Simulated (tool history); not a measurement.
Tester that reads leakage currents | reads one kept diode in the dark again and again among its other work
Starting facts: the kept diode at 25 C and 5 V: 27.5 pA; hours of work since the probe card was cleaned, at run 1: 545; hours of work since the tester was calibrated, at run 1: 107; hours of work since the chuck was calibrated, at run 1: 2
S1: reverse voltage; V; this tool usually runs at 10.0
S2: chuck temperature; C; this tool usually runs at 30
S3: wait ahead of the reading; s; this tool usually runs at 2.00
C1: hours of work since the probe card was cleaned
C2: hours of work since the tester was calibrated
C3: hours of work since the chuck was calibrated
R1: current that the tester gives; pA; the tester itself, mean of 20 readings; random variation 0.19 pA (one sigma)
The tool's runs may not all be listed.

Run 1, hour 0.0: usual settings; C1 545; C2 107; C3 2. Result: R1 61.96 pA.
Run 2, hour 14.0: usual settings; C1 556; C2 118; C3 13. Result: R1 62.04 pA.
Run 3, hour 34.5: usual settings; C1 572; C2 134; C3 29. Result: R1 61.58 pA.
Run 4, hour 55.5: usual settings; C1 588; C2 151; C3 46. Result: R1 62.09 pA.
Run 5, hour 77.8: usual settings; C1 606; C2 168; C3 63. Result: R1 61.56 pA.
Run 6, hour 111.4: usual settings but S2 56 C; C1 632; C2 194; C3 89. Result: R1 495.54 pA.
Run 7, hour 136.8: usual settings; C1 652; C2 214; C3 109. Result: R1 61.14 pA.
Run 8, hour 167.3: usual settings; C1 676; C2 238; C3 133. Result: R1 60.76 pA.
Run 9, hour 194.2: usual settings but S1 19.2 V; C1 697; C2 259; C3 154. Result: R1 84.90 pA.
Run 10, hour 215.4: usual settings but S1 19.2 V, S2 22 C; C1 713; C2 276; C3 171. Result: R1 42.95 pA.
Run 11, hour 229.0: usual settings but S2 22 C; C1 724; C2 286; C3 181. Result: R1 30.19 pA.
Run 12, hour 246.0: usual settings but S2 22 C; C1 737; C2 300; C3 195. Result: R1 30.23 pA.
Run 13, hour 273.4: usual settings but S1 8.8 V; C1 759; C2 321; C3 216. Result: R1 56.23 pA.
Run 14, hour 300.0: usual settings but S1 8.8 V; C1 780; C2 342; C3 237. Result: R1 56.03 pA.
Run 15, hour 324.9: usual settings; C1 799; C2 362; C3 257. Result: R1 59.78 pA.
Run 16, hour 341.4: usual settings; C1 812; C2 375; C3 269. Result: R1 59.41 pA.
Run 17, hour 370.3: usual settings; C1 835; C2 397; C3 292. Result: R1 59.63 pA.
Run 18, hour 396.0: usual settings; C1 855; C2 417; C3 312. Result: R1 58.96 pA.
Run 19, hour 422.3: usual settings but S3 0.47 s; C1 875; C2 438; C3 333. Result: R1 60.84 pA.
At hour 426.5: chuck's temperature calibrated.
Run 20, hour 443.7: usual settings but S3 0.47 s; C1 891; C2 453; C3 14. Result: R1 59.52 pA.
Run 21, hour 475.1: usual settings but S2 22 C, S3 0.35 s; C1 915; C2 478; C3 38. Result: R1 31.80 pA.
Run 22, hour 490.1: usual settings but S2 27 C, S3 2.08 s; C1 927; C2 489; C3 50. Result: R1 44.97 pA.
Run 23, hour 519.6: usual settings but S2 27 C, S3 2.08 s; C1 950; C2 513; C3 73. Result: R1 44.83 pA.
Run 24, hour 553.0: usual settings but S2 27 C, S3 2.08 s; C1 976; C2 539; C3 99. Result: R1 44.34 pA.
Run 25, hour 571.7: usual settings but S1 2.4 V, S2 59 C; C1 991; C2 553; C3 114. Result: R1 288.00 pA.
At hour 579.5: chuck's temperature calibrated, once more.
Run 26, hour 588.1: usual settings but S1 5.4 V, S3 4.07 s; C1 1002; C2 565; C3 7. Result: R1 45.97 pA.
Run 27, hour 604.8: usual settings but S1 5.4 V, S3 4.07 s; C1 1015; C2 578; C3 20. Result: R1 45.73 pA.
At hour 610.8: probe card cleaned and baked.
Run 28, hour 626.4: usual settings but S1 5.4 V, S3 4.07 s; C1 12; C2 592; C3 34. Result: R1 44.73 pA.
Run 29, hour 641.0: usual settings but S1 5.4 V, S3 4.07 s; C1 24; C2 604; C3 46. Result: R1 44.67 pA.
Run 30, hour 665.1: usual settings but S1 5.4 V, S3 4.07 s; C1 42; C2 623; C3 65. Result: R1 44.52 pA.
Run 31, hour 691.3: usual settings but S1 5.4 V, S3 8.81 s; C1 63; C2 643; C3 85. Result: R1 44.24 pA.
Run 32, hour 713.6: usual settings but S1 19.9 V, S2 58 C, S3 2.07 s; C1 81; C2 661; C3 103. Result: R1 817.34 pA.
Run 33, hour 742.9: usual settings but S1 19.9 V, S2 58 C, S3 0.74 s; C1 103; C2 684; C3 126. Result: R1 816.25 pA.
Run 34, hour 762.6: usual settings but S1 19.9 V, S2 58 C, S3 0.74 s; C1 119; C2 699; C3 141. Result: R1 813.52 pA.
Run 35, hour 789.8: usual settings but S1 1.7 V, S2 31 C, S3 3.98 s; C1 140; C2 720; C3 162. Result: R1 26.74 pA.
Run 36, hour 807.7: usual settings but S1 2.2 V, S2 28 C, S3 0.32 s; C1 154; C2 734; C3 176. Result: R1 24.08 pA.
Run 37, hour 821.5: usual settings but S1 2.2 V, S2 28 C, S3 0.32 s; C1 165; C2 745; C3 187. Result: R1 23.99 pA.
Run 38, hour 850.1: usual settings but S1 1.1 V, S2 31 C, S3 9.95 s; C1 187; C2 767; C3 210. Result: R1 21.37 pA.
Run 39, hour 881.0: usual settings but S1 1.1 V, S2 31 C, S3 9.95 s; C1 212; C2 792; C3 234. Result: R1 21.42 pA.
Run 40, hour 909.0: usual settings but S1 1.1 V, S2 31 C, S3 9.95 s; C1 234; C2 814; C3 256. Result: R1 21.29 pA.

4 ways to go on from here, each from the tool as it stands after run 40. What would each give?
Run A, hour 934.7: usual settings but S2 46 C, S3 2.31 s; C1 254; C2 834; C3 276. Result: R1 ?.
Run B, hour 934.7: usual settings but S1 1.1 V, S2 31 C, S3 0.45 s; C1 254; C2 834; C3 276. Result: R1 ?.
Run C, hour 934.7: usual settings but S1 1.1 V, S2 33 C, S3 0.40 s; C1 254; C2 834; C3 276. Result: R1 ?.
Run D, hour 934.7: usual settings but S3 5.56 s; C1 254; C2 834; C3 276. Result: R1 ?.

run      R1
  A  223.93
  B   21.49
  C   25.47
  D   58.73
Without the tool's hidden state the same runs would have given:
run      R1
  A  234.56
  B   22.59
  C   26.78
  D   61.36
